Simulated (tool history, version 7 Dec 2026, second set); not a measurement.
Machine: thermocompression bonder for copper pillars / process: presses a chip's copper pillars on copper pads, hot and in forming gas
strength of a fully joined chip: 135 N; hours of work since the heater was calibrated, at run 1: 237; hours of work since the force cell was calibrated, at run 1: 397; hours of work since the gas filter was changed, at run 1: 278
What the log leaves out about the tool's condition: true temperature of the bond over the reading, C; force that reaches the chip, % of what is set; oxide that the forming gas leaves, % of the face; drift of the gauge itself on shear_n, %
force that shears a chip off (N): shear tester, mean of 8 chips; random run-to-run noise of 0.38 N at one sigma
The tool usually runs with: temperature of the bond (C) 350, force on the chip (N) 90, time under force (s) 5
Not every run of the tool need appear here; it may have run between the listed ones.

run,hour,temperature of the bond (C),force on the chip (N),time under force (s),hours of work since the heater was calibrated,hours of work since the force cell was calibrated,hours of work since the gas filter was changed,force that shears a chip off (N)
1,0.0,350,90,5,237,397,278,92.6
2,11.2,350,90,5,244,404,285,91.9
3,25.3,350,90,5,254,413,295,92.3
4,35.5,350,121,5,261,420,302,107.5
5,51.3,350,121,5,271,431,312,107.0
6,67.5,340,90,5,282,441,323,85.7
7,78.1,340,90,5,289,448,330,85.7
8,93.7,340,90,5,299,459,340,85.4
9,110.4,340,90,5,310,470,351,86.0
10,125.1,340,94,5,320,480,361,87.3
# hour 132.4: forming gas filter changed
11,137.8,350,90,5,328,488,4,100.0
12,144.6,350,90,5,333,492,8,99.3
13,151.8,350,90,5,338,497,13,99.7
14,159.9,350,90,5,343,502,18,99.2
15,176.2,350,90,5,354,513,29,99.1
16,190.9,350,90,5,364,523,39,99.0
17,204.3,375,90,5,372,532,48,111.6
18,215.9,375,90,5,380,540,55,111.3
19,228.8,350,90,5,389,548,64,98.4
20,242.8,365,90,5,398,558,73,106.0
21,257.5,337,90,3,408,567,83,78.5
22,267.4,374,90,7,414,574,90,116.4
23,283.5,369,80,5,425,585,100,101.0
24,293.8,354,101,5,432,591,107,106.4
25,302.1,354,58,5,437,597,113,71.8
26,314.7,375,62,10,446,605,121,103.3
27,325.0,338,62,10,453,612,128,82.7
28,338.1,350,95,3,461,621,137,89.1
29,352.6,335,90,4,471,630,146,82.6
30,361.9,370,121,4,477,637,152,117.2
31,378.0,330,89,4,488,647,163,78.8
32,388.8,330,89,6,495,655,170,87.8
33,397.1,350,97,4,501,660,176,95.8
34,408.1,343,79,6,508,667,183,88.1
35,419.2,350,93,5,515,675,191,98.2
36,433.0,364,93,5,524,684,200,104.7

Run 37 has not been measured yet. What should we expect?
37,445.8,364,93,5,533,692,208,?

For run 37 the tool returned force that shears a chip off (N) 104.5.
With no hidden state in the tool, this same run would have given force that shears a chip off (N) 106.9.
